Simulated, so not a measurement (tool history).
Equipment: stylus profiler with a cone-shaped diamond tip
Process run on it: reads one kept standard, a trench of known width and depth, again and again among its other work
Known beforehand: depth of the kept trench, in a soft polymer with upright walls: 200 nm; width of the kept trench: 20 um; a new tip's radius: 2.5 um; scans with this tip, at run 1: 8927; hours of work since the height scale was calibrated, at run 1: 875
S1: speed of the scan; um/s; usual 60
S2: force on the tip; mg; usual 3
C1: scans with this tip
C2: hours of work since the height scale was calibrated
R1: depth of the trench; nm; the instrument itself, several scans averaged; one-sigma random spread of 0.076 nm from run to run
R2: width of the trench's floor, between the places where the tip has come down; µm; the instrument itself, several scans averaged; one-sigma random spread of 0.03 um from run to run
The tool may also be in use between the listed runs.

run     day   S1    S2     C1    C2      R1     R2
  1       0   60     3   8927   875  202.68  17.45
  2   1.017   60  1.59   9099   892  201.51  17.35
  3   1.812   60  1.59   9233   905  201.57   17.4
  4   2.442   60  1.59   9339   916   201.5  17.39
  5   3.167   60  4.93   9461   927  204.32  17.39
  6   4.588   60  2.74   9701   951  202.57  17.34
  7   5.667   61     3   9882   969  202.78  17.33
  8   6.692   37     3  10056   986  202.66  17.33
  9   7.371   37  1.47  10170   997  201.35  17.36
 10   8.292   27  1.47  10325  1012  201.44  17.39
 11   9.604   27  1.81  10546  1034  201.62  17.35
 12  10.238   27  1.81  10653  1044  201.75  17.41
 13  11.267   27  1.81  10827  1061  201.56  17.37
 14  12.262   60     3  10994  1078   202.6  17.34
 15  13.058   60  4.12  11128  1091  203.54  17.35
 16  14.512   91     3  11374  1115  202.62  17.23
     14.629  -- height scale calibrated on a step standard
 17  15.342   91     3  11510    12  202.01  17.25
 18  16.204   91     3  11655    26  201.93  17.26
 19  17.108   24     3  11808    41  201.96  17.31
 20  18.242   24     3  11999    60  202.03  17.33
 21  19.271   32     3  12172    77  202.05  17.34
     20.354  -- height scale calibrated on a step standard, once more
 22  20.608   32     3  12394     4  203.51  17.29
 23   21.75   32     3  12587    23  203.45  17.26
 24  22.662   32     3  12741    38  203.37  17.28
 25  23.458  170  8.94  12875    51  207.06  17.13
 26    24.1  170  8.94  12983    62  207.16  17.16
 27  25.367   22  5.08  13196    83   204.9  17.33
 28  25.967   22  5.08  13298    93  204.95  17.27
 29  26.912  175  6.29  13457   108   205.6  17.15
 30  28.058   78  6.73  13650   127  205.74  17.18
 31  29.071   66  8.85  13821   144  207.28  17.18
 32  30.321   66  8.85  14032   165  206.87  17.26
 33  31.775   95  5.62  14277   189  205.12  17.17
 34  33.217   39  1.23  14520   213  201.65  17.11
 35  34.562   39  1.23  14747   235  201.68  17.15
 36  35.633   62   3.9  14927   252  203.98  17.19
 37  36.975   57  4.18  15153   275   204.2  17.17
 38  37.571   40  6.29  15254   284   205.5  17.15
 39  38.417   40  6.29  15396   298  205.51   17.2
 40  39.342   20  6.29  15552   314  205.48  17.19
 41  40.496   48     3  15747   333  203.25  17.11
 42  41.958   48     3  15993   357  203.27  17.11
 43  42.604   60  1.75  16102   368  202.07  17.09
 44  43.538   60  1.75  16259   383  202.09  17.07
 45  44.988   60  1.75  16504   407  202.16  17.08
 46  46.021  104  1.43  16678   424  201.76  16.93

Branching from run 46: 3 alternative next runs. What would each branch give?
  A  46.988  132  7.79  16841  440   ?   ?
  B  46.988  190  1.43  16841  440   ?   ?
  C  46.988   25  4.31  16841  440   ?   ?

run      R1     R2
  A  206.26  17.07
  B  201.78  16.73
  C  203.96  17.17
Stripped of hidden state, with their random variation kept, the same runs would have yielded:
run      R1     R2
  A  206.64  17.94
  B  202.15   17.6
  C  204.33  18.05
